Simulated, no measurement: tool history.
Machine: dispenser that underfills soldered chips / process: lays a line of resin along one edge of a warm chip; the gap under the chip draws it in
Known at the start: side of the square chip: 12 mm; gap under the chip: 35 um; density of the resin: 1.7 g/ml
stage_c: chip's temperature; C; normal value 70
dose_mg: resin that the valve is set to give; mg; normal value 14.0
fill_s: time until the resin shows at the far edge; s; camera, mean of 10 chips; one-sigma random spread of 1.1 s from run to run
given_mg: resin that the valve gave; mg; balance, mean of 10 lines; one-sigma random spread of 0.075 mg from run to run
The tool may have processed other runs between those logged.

run 1 hour=0.0 | stage_c=70 dose_mg=14.0 | fill_s=131.3 given_mg=13.45
-- hour=5.1 new syringe of resin
run 2 hour=11.7 | stage_c=70 dose_mg=14.0 | fill_s=133.1 given_mg=13.52
-- hour=17.0 new syringe of resin
run 3 hour=20.6 | stage_c=62 dose_mg=14.0 | fill_s=168.9 given_mg=13.34
run 4 hour=27.9 | stage_c=62 dose_mg=14.0 | fill_s=211.7 given_mg=13.33
-- hour=29.2 new syringe of resin
run 5 hour=37.3 | stage_c=62 dose_mg=14.0 | fill_s=190.0 given_mg=13.27
-- hour=41.4 new syringe of resin
run 6 hour=51.4 | stage_c=70 dose_mg=14.0 | fill_s=146.4 given_mg=13.27
-- hour=53.1 new syringe of resin
run 7 hour=62.7 | stage_c=70 dose_mg=15.0 | fill_s=145.5 given_mg=14.06
-- hour=64.9 new syringe of resin
run 8 hour=69.6 | stage_c=70 dose_mg=15.0 | fill_s=126.2 given_mg=13.86
-- hour=76.6 new syringe of resin
run 9 hour=78.5 | stage_c=70 dose_mg=15.0 | fill_s=115.2 given_mg=13.97
-- hour=88.5 new syringe of resin
run 10 hour=89.8 | stage_c=70 dose_mg=14.0 | fill_s=117.5 given_mg=12.82
-- hour=101.0 new syringe of resin
run 11 hour=102.8 | stage_c=70 dose_mg=14.0 | fill_s=118.0 given_mg=12.85
run 12 hour=109.6 | stage_c=70 dose_mg=14.0 | fill_s=143.1 given_mg=12.84
-- hour=112.5 new syringe of resin
-- hour=124.5 new syringe of resin
run 13 hour=124.8 | stage_c=70 dose_mg=15.9 | fill_s=113.0 given_mg=14.43
-- hour=131.9 dispensing valve cleaned and set on the balance
-- hour=137.5 new syringe of resin
run 14 hour=137.5 | stage_c=70 dose_mg=14.0 | fill_s=108.5 given_mg=13.96
-- hour=149.6 new syringe of resin
-- hour=152.3 stage's temperature calibrated
run 15 hour=152.3 | stage_c=70 dose_mg=15.7 | fill_s=105.5 given_mg=15.62
-- hour=162.2 new syringe of resin
run 16 hour=164.3 | stage_c=70 dose_mg=14.0 | fill_s=111.5 given_mg=13.91
run 17 hour=172.9 | stage_c=70 dose_mg=14.0 | fill_s=140.2 given_mg=13.98
-- hour=173.9 new syringe of resin
run 18 hour=182.7 | stage_c=70 dose_mg=14.0 | fill_s=132.5 given_mg=13.70
-- hour=185.6 new syringe of resin
run 19 hour=191.4 | stage_c=80 dose_mg=15.6 | fill_s=82.7 given_mg=15.32
-- hour=197.5 new syringe of resin
run 20 hour=202.1 | stage_c=73 dose_mg=18.0 | fill_s=104.0 given_mg=17.41

Expected results for the next run?
-- hour=209.7 new syringe of resin
run 21 hour=215.8 | stage_c=56 dose_mg=15.2 | fill_s=? given_mg=?

{"run 21": {"fill_s": 220.2, "given_mg": 14.68}}
Without the tool's hidden state the same run would have given fill_s 183.1 s, given_mg 15.16 mg.
